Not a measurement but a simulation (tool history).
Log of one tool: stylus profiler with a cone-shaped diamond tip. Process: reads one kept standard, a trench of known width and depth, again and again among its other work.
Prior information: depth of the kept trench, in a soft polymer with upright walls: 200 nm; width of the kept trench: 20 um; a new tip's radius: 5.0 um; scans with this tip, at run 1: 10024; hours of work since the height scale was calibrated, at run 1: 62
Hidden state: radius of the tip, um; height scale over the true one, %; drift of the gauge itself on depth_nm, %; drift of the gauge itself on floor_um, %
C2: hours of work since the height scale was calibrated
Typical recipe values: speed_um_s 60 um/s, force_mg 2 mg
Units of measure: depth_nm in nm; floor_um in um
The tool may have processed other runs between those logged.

Run 1, hour 0: usual settings; scans with this tip 10024; C2 62. Result: depth_nm 202.85 nm, floor_um 15.77 um.
Run 2, hour 33.7: usual settings; scans with this tip 10189; C2 79. Result: depth_nm 202.8 nm, floor_um 15.83 um.
Run 3, hour 84: usual settings but speed_um_s 210 um/s; scans with this tip 10436; C2 103. Result: depth_nm 202.86 nm, floor_um 15.2 um.
Run 4, hour 124.2: usual settings but force_mg 3.56 mg; scans with this tip 10633; C2 123. Result: depth_nm 204.13 nm, floor_um 15.78 um.
Run 5, hour 176.3: usual settings but force_mg 3.56 mg; scans with this tip 10888; C2 149. Result: depth_nm 204.17 nm, floor_um 15.78 um.
Run 6, hour 220.9: usual settings but force_mg 3.56 mg; scans with this tip 11107; C2 171. Result: depth_nm 204.19 nm, floor_um 15.75 um.
Run 7, hour 262.1: usual settings but force_mg 3.9 mg; scans with this tip 11309; C2 192. Result: depth_nm 204.45 nm, floor_um 15.76 um.
Run 8, hour 289: usual settings but force_mg 3.9 mg; scans with this tip 11441; C2 205. Result: depth_nm 204.46 nm, floor_um 15.74 um.
Run 9, hour 350.9: usual settings but force_mg 3.9 mg; scans with this tip 11744; C2 235. Result: depth_nm 204.47 nm, floor_um 15.67 um.
Run 10, hour 403.2: usual settings but force_mg 3.9 mg; scans with this tip 12001; C2 261. Result: depth_nm 204.47 nm, floor_um 15.67 um.

Estimate the outcome of run 11 from the log above:
Run 11, hour 454.7: usual settings but force_mg 3.9 mg; scans with this tip 12253; C2 287. Result: depth_nm ?, floor_um ?.

{"run 11": {"depth_nm": 204.57, "floor_um": 15.66}}
Take away the tool's hidden state, keep the run-to-run variation as it was, and the same run would have given depth_nm 204.33 nm, floor_um 17.03 um.
